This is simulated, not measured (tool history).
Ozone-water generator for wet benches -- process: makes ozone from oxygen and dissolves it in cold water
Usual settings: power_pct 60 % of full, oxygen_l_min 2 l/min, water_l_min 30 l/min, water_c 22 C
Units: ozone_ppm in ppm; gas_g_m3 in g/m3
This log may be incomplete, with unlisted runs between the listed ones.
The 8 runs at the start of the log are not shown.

{"run": 9, "hour": 147.7, "power_pct": 60, "oxygen_l_min": 2, "water_l_min": 30, "water_c": 22, "ozone_ppm": 7.19, "gas_g_m3": 202.2}
{"run": 10, "hour": 169.6, "power_pct": 60, "oxygen_l_min": 2, "water_l_min": 30, "water_c": 22, "ozone_ppm": 7.24, "gas_g_m3": 201.5}
{"run": 11, "hour": 188.0, "power_pct": 60, "oxygen_l_min": 2, "water_l_min": 30, "water_c": 22, "ozone_ppm": 7.2, "gas_g_m3": 202.2}
{"run": 12, "hour": 201.2, "power_pct": 60, "oxygen_l_min": 2, "water_l_min": 30, "water_c": 22, "ozone_ppm": 7.16, "gas_g_m3": 201.3}
{"run": 13, "hour": 222.4, "power_pct": 60, "oxygen_l_min": 2, "water_l_min": 30, "water_c": 22, "ozone_ppm": 7.21, "gas_g_m3": 202.1}
{"run": 14, "hour": 238.6, "power_pct": 60, "oxygen_l_min": 2, "water_l_min": 30, "water_c": 22, "ozone_ppm": 7.1, "gas_g_m3": 202.4}
{"run": 15, "hour": 256.5, "power_pct": 60, "oxygen_l_min": 1.67, "water_l_min": 30, "water_c": 22, "ozone_ppm": 6.78, "gas_g_m3": 223.3}
{"run": 16, "hour": 278.0, "power_pct": 58, "oxygen_l_min": 2.14, "water_l_min": 30, "water_c": 22, "ozone_ppm": 7.19, "gas_g_m3": 191.1}
{"run": 17, "hour": 298.7, "power_pct": 58, "oxygen_l_min": 2.14, "water_l_min": 30, "water_c": 22, "ozone_ppm": 7.19, "gas_g_m3": 189.2}
{"run": 18, "hour": 314.0, "power_pct": 60, "oxygen_l_min": 2, "water_l_min": 19, "water_c": 16, "ozone_ppm": 12.47, "gas_g_m3": 200.1}
{"run": 19, "hour": 343.8, "power_pct": 60, "oxygen_l_min": 2, "water_l_min": 19, "water_c": 16, "ozone_ppm": 12.44, "gas_g_m3": 201.8}
{"run": 20, "hour": 369.5, "power_pct": 60, "oxygen_l_min": 2, "water_l_min": 19, "water_c": 16, "ozone_ppm": 12.38, "gas_g_m3": 202.5}
{"run": 21, "hour": 395.3, "power_pct": 86, "oxygen_l_min": 2.33, "water_l_min": 30, "water_c": 22, "ozone_ppm": 8.94, "gas_g_m3": 222.9}
{"run": 22, "hour": 423.5, "power_pct": 60, "oxygen_l_min": 2.8, "water_l_min": 39, "water_c": 27, "ozone_ppm": 5.4, "gas_g_m3": 167.6}
{"run": 23, "hour": 447.6, "power_pct": 60, "oxygen_l_min": 2.8, "water_l_min": 39, "water_c": 27, "ozone_ppm": 5.47, "gas_g_m3": 168}
{"run": 24, "hour": 475.3, "power_pct": 60, "oxygen_l_min": 2.8, "water_l_min": 39, "water_c": 27, "ozone_ppm": 5.45, "gas_g_m3": 166.3}
{"run": 25, "hour": 502.9, "power_pct": 60, "oxygen_l_min": 1.83, "water_l_min": 44, "water_c": 25, "ozone_ppm": 4.34, "gas_g_m3": 211.2}
{"run": 26, "hour": 518.1, "power_pct": 60, "oxygen_l_min": 1.01, "water_l_min": 30, "water_c": 25, "ozone_ppm": 5.82, "gas_g_m3": 295.6}
{"run": 27, "hour": 546.3, "power_pct": 60, "oxygen_l_min": 1.01, "water_l_min": 30, "water_c": 25, "ozone_ppm": 5.8, "gas_g_m3": 296.2}
{"run": 28, "hour": 566.6, "power_pct": 48, "oxygen_l_min": 1.01, "water_l_min": 25, "water_c": 23, "ozone_ppm": 6.44, "gas_g_m3": 264.1}
{"run": 29, "hour": 591.5, "power_pct": 47, "oxygen_l_min": 2, "water_l_min": 30, "water_c": 28, "ozone_ppm": 6.02, "gas_g_m3": 176.7}
{"run": 30, "hour": 608.6, "power_pct": 47, "oxygen_l_min": 2, "water_l_min": 30, "water_c": 28, "ozone_ppm": 6.05, "gas_g_m3": 177.2}

What if the next run were any one of these 4? Each begins from the tool's condition after run 30:
{"run": "A", "hour": 633.4, "power_pct": 67, "oxygen_l_min": 2, "water_l_min": 30, "water_c": 28, "ozone_ppm": "?", "gas_g_m3": "?"}
{"run": "B", "hour": 633.4, "power_pct": 90, "oxygen_l_min": 1.07, "water_l_min": 30, "water_c": 23, "ozone_ppm": "?", "gas_g_m3": "?"}
{"run": "C", "hour": 633.4, "power_pct": 52, "oxygen_l_min": 2, "water_l_min": 30, "water_c": 28, "ozone_ppm": "?", "gas_g_m3": "?"}
{"run": "D", "hour": 633.4, "power_pct": 60, "oxygen_l_min": 1.15, "water_l_min": 30, "water_c": 22, "ozone_ppm": "?", "gas_g_m3": "?"}

run=A ozone_ppm=7.21 gas_g_m3=213.9
run=B ozone_ppm=7.35 gas_g_m3=352.5
run=C ozone_ppm=6.23 gas_g_m3=186
run=D ozone_ppm=6.14 gas_g_m3=276.3
What these runs would have given with no unlogged condition in the tool:
run=A ozone_ppm=7.38 gas_g_m3=215.5
run=B ozone_ppm=7.53 gas_g_m3=355.5
run=C ozone_ppm=6.38 gas_g_m3=187.2
run=D ozone_ppm=6.28 gas_g_m3=278.2

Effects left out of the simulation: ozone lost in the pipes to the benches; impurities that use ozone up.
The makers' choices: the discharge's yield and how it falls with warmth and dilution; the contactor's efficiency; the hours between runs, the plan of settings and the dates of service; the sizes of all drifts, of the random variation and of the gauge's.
